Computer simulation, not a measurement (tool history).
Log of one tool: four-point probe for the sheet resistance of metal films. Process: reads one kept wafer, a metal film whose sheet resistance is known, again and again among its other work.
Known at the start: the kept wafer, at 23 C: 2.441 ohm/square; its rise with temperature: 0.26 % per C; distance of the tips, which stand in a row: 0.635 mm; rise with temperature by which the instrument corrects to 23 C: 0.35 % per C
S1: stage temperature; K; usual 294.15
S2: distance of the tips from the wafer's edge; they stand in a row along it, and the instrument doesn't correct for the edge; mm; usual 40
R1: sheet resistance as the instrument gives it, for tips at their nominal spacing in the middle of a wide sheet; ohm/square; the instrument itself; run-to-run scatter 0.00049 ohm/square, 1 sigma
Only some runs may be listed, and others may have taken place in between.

| run | hour | S1 | S2 | R1 |
|---|---|---|---|---|
| 1 | 0.0 | 294.15 | 40 | 2.445920 |
| 2 | 13.7 | 294.15 | 40 | 2.445427 |
| 3 | 24.7 | 294.15 | 40 | 2.445884 |
| 4 | 38.6 | 294.15 | 40 | 2.445974 |
| 5 | 55.8 | 294.15 | 40 | 2.445954 |
| 6 | 71.5 | 294.15 | 40 | 2.445545 |
| 7 | 89.0 | 296.15 | 3 | 2.499079 |
| 8 | 105.5 | 291.15 | 8 | 2.460369 |
| 9 | 117.4 | 299.15 | 49 | 2.434697 |
| 10 | 132.1 | 299.15 | 49 | 2.434052 |
| 11 | 139.7 | 299.15 | 49 | 2.434841 |

What if the next run were any one of these 3? Each begins from the tool's condition after run 11:
| A | 149.8 | 292.15 | 10 | ? |
| B | 149.8 | 294.15 | 5 | ? |
| C | 149.8 | 305.15 | 51 | ? |

| run | R1 |
|---|---|
| A | 2.455567 |
| B | 2.467231 |
| C | 2.422218 |
Without the tool's unlogged condition, the same runs would have read:
| run | R1 |
|---|---|
| A | 2.455450 |
| B | 2.467113 |
| C | 2.422101 |
